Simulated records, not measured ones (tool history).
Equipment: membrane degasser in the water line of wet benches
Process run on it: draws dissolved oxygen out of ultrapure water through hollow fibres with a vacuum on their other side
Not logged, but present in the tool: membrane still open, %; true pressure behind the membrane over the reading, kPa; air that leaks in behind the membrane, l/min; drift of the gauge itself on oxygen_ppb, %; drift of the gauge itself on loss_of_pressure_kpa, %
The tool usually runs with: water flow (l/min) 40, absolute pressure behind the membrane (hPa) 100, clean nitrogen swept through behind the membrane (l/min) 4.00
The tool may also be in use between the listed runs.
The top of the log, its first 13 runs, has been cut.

run    hour  water flow (l/min)  absolute pressure behind the membrane (hPa)  clean nitrogen swept through behind the membrane (l/min)  hours since the membrane was changed  hours since the vacuum gauge was calibrated  hours since the vacuum lines were made tight  dissolved oxygen in the water behind the degasser (ppb)  pressure that the water loses in the fibres (hPa)
      773.4  -- seals of the vacuum lines changed
 14   855.6                  40                                          100                                                      2.94                                  3622                                         5510                                            82                                                    225.6                                              385.8
 15   935.0                  40                                          100                                                      2.94                                  3702                                         5589                                           162                                                    223.3                                              387.2
 16   989.2                  40                                          100                                                      2.94                                  3756                                         5644                                           216                                                    226.2                                              388.9
 17  1027.9                  40                                          100                                                      2.94                                  3795                                         5682                                           254                                                    224.7                                              388.5
 18  1099.2                  40                                          133                                                      3.89                                  3866                                         5754                                           326                                                    252.4                                              386.2
     1138.8  -- vacuum gauge calibrated
 19  1175.0                  39                                          117                                                      8.92                                  3941                                           36                                           401                                                    101.1                                              376.5
 20  1255.0                  39                                          117                                                      8.92                                  4021                                          116                                           481                                                    102.6                                              375.8
 21  1318.5                  45                                          100                                                      2.25                                  4085                                          180                                           545                                                    320.9                                              435.7
 22  1356.3                  45                                          100                                                      2.25                                  4122                                          218                                           582                                                    317.0                                              434.0
 23  1407.6                  39                                          235                                                      2.15                                  4174                                          269                                           634                                                    781.3                                              377.9
 24  1473.9                  39                                           68                                                      2.15                                  4240                                          335                                           700                                                    161.7                                              376.6
     1503.0  -- vacuum gauge calibrated, once more
 25  1531.3                  39                                          216                                                     10.40                                  4297                                           28                                           757                                                    179.4                                              374.2
 26  1581.5                  40                                           65                                                      4.00                                  4347                                           78                                           807                                                     91.5                                              387.6
 27  1650.8                  40                                           65                                                      4.00                                  4416                                          148                                           876                                                     91.5                                              386.7
 28  1734.8                  40                                           65                                                      4.00                                  4501                                          232                                           960                                                     90.3                                              386.9
 29  1773.0                  40                                          114                                                      4.00                                  4539                                          270                                           999                                                    207.1                                              389.3
 30  1840.6                  40                                          114                                                      4.00                                  4606                                          338                                          1066                                                    205.5                                              387.8
 31  1887.1                  40                                          114                                                      4.00                                  4653                                          384                                          1113                                                    203.6                                              389.7
 32  1960.3                  40                                          114                                                      4.00                                  4726                                          457                                          1186                                                    206.4                                              391.7

Predict each of these 3 candidate next runs independently; none follows another, all start after run 32:
  A  2047.7                  48                                          114                                                      4.01                                  4813                                          545                                          1273                                                        ?                                                  ?
  B  2047.7                  32                                          100                                                     10.21                                  4813                                          545                                          1273                                                        ?                                                  ?
  C  2047.7                  40                                           82                                                      1.61                                  4813                                          545                                          1273                                                        ?                                                  ?

run  dissolved oxygen in the water behind the degasser (ppb)  pressure that the water loses in the fibres (hPa)
  A                                                    248.5                                              466.5
  B                                                     60.3                                              312.3
  C                                                    277.2                                              387.8
With no hidden state in the tool, these same runs would have given:
run  dissolved oxygen in the water behind the degasser (ppb)  pressure that the water loses in the fibres (hPa)
  A                                                    243.8                                              453.9
  B                                                     58.8                                              303.8
  C                                                    273.6                                              377.3
